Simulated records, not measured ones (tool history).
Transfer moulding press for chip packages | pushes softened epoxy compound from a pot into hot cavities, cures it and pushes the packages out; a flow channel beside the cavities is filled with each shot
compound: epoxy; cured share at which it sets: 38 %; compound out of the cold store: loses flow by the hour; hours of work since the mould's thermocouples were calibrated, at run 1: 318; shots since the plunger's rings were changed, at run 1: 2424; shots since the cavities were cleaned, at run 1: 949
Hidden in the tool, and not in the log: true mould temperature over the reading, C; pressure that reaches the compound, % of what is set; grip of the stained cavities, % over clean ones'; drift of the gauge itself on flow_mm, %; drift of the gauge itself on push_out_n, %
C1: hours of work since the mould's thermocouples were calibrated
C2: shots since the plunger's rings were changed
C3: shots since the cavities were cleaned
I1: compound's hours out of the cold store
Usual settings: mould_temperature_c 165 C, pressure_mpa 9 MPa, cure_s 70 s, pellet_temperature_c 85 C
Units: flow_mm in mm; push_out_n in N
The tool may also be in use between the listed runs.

run 1 hour=0 | mould_temperature_c=165 pressure_mpa=9 cure_s=70 pellet_temperature_c=85 | C1=318 C2=2424 C3=949 | I1=43 | flow_mm=834 push_out_n=743
-- hour=15.7 cavities cleaned with cleaning compound and waxed
run 2 hour=30.3 | mould_temperature_c=165 pressure_mpa=9 cure_s=70 pellet_temperature_c=85 | C1=338 C2=2922 C3=253 | I1=47.3 | flow_mm=822 push_out_n=941
run 3 hour=70.5 | mould_temperature_c=165 pressure_mpa=9 cure_s=67 pellet_temperature_c=85 | C1=366 C2=3620 C3=951 | I1=23.4 | flow_mm=899 push_out_n=945
-- hour=86.2 cavities cleaned with cleaning compound and waxed
run 4 hour=115.3 | mould_temperature_c=165 pressure_mpa=9 cure_s=67 pellet_temperature_c=85 | C1=396 C2=4371 C3=506 | I1=17.2 | flow_mm=901 push_out_n=722
-- hour=137.3 mould's thermocouples calibrated
-- hour=142.9 cavities cleaned with cleaning compound and waxed, once more
run 5 hour=157.1 | mould_temperature_c=165 pressure_mpa=9 cure_s=67 pellet_temperature_c=85 | C1=13 C2=5034 C3=246 | I1=43.3 | flow_mm=822 push_out_n=542
-- hour=163.4 plunger's sealing rings changed
run 6 hour=203.1 | mould_temperature_c=165 pressure_mpa=9 cure_s=70 pellet_temperature_c=85 | C1=43 C2=689 C3=1000 | I1=33.1 | flow_mm=886 push_out_n=708
-- hour=215.5 cavities cleaned with cleaning compound and waxed
run 7 hour=227.8 | mould_temperature_c=165 pressure_mpa=9 cure_s=70 pellet_temperature_c=85 | C1=59 C2=1090 C3=213 | I1=9.9 | flow_mm=977 push_out_n=518
run 8 hour=264.2 | mould_temperature_c=165 pressure_mpa=9 cure_s=70 pellet_temperature_c=85 | C1=85 C2=1721 C3=844 | I1=13.2 | flow_mm=948 push_out_n=763
-- hour=286.7 cavities cleaned with cleaning compound and waxed
run 9 hour=294.8 | mould_temperature_c=164 pressure_mpa=9 cure_s=70 pellet_temperature_c=85 | C1=105 C2=2225 C3=139 | I1=30.7 | flow_mm=878 push_out_n=484
run 10 hour=330.2 | mould_temperature_c=164 pressure_mpa=9 cure_s=70 pellet_temperature_c=85 | C1=130 C2=2840 C3=754 | I1=34.7 | flow_mm=862 push_out_n=733
run 11 hour=352.1 | mould_temperature_c=165 pressure_mpa=8.41 cure_s=70 pellet_temperature_c=85 | C1=145 C2=3219 C3=1133 | I1=22.6 | flow_mm=864 push_out_n=780
-- hour=357.5 cavities cleaned with cleaning compound and waxed
run 12 hour=373.2 | mould_temperature_c=165 pressure_mpa=8.41 cure_s=70 pellet_temperature_c=85 | C1=158 C2=3559 C3=272 | I1=33.6 | flow_mm=822 push_out_n=512
run 13 hour=397 | mould_temperature_c=165 pressure_mpa=9 cure_s=100 pellet_temperature_c=85 | C1=175 C2=3971 C3=684 | I1=40.3 | flow_mm=842 push_out_n=560
-- hour=428.1 cavities cleaned with cleaning compound and waxed
run 14 hour=435.3 | mould_temperature_c=165 pressure_mpa=9 cure_s=100 pellet_temperature_c=85 | C1=201 C2=4608 C3=124 | I1=42.8 | flow_mm=818 push_out_n=362
-- hour=465 plunger's sealing rings changed
run 15 hour=465 | mould_temperature_c=165 pressure_mpa=9 cure_s=100 pellet_temperature_c=85 | C1=220 C2=0 C3=596 | I1=14.9 | flow_mm=967 push_out_n=545
run 16 hour=495 | mould_temperature_c=158 pressure_mpa=9.25 cure_s=70 pellet_temperature_c=85 | C1=240 C2=519 C3=1115 | I1=15.1 | flow_mm=988 push_out_n=1225
-- hour=501.7 cavities cleaned with cleaning compound and waxed
run 17 hour=526.4 | mould_temperature_c=158 pressure_mpa=9.25 cure_s=70 pellet_temperature_c=85 | C1=261 C2=1039 C3=428 | I1=32.6 | flow_mm=912 push_out_n=907
run 18 hour=546.8 | mould_temperature_c=168 pressure_mpa=6.93 cure_s=91 pellet_temperature_c=85 | C1=275 C2=1392 C3=781 | I1=27.6 | flow_mm=774 push_out_n=567
run 19 hour=566.5 | mould_temperature_c=168 pressure_mpa=6.93 cure_s=91 pellet_temperature_c=85 | C1=289 C2=1733 C3=1122 | I1=31.4 | flow_mm=759 push_out_n=625
-- hour=572.9 cavities cleaned with cleaning compound and waxed
run 20 hour=608.8 | mould_temperature_c=168 pressure_mpa=6.93 cure_s=91 pellet_temperature_c=85 | C1=318 C2=2441 C3=622 | I1=46.1 | flow_mm=716 push_out_n=526
run 21 hour=630.1 | mould_temperature_c=165 pressure_mpa=10.67 cure_s=70 pellet_temperature_c=85 | C1=332 C2=2810 C3=991 | I1=16 | flow_mm=997 push_out_n=753

The next listed run, before its measurement:
-- hour=643.2 cavities cleaned with cleaning compound and waxed
run 22 hour=662.8 | mould_temperature_c=161 pressure_mpa=7.68 cure_s=90 pellet_temperature_c=92 | C1=354 C2=3350 C3=340 | I1=12.4 | flow_mm=? push_out_n=?

{"run 22": {"flow_mm": 879, "push_out_n": 504}}
Without the tool's hidden state the same run would have given flow_mm 912 mm, push_out_n 320 N.

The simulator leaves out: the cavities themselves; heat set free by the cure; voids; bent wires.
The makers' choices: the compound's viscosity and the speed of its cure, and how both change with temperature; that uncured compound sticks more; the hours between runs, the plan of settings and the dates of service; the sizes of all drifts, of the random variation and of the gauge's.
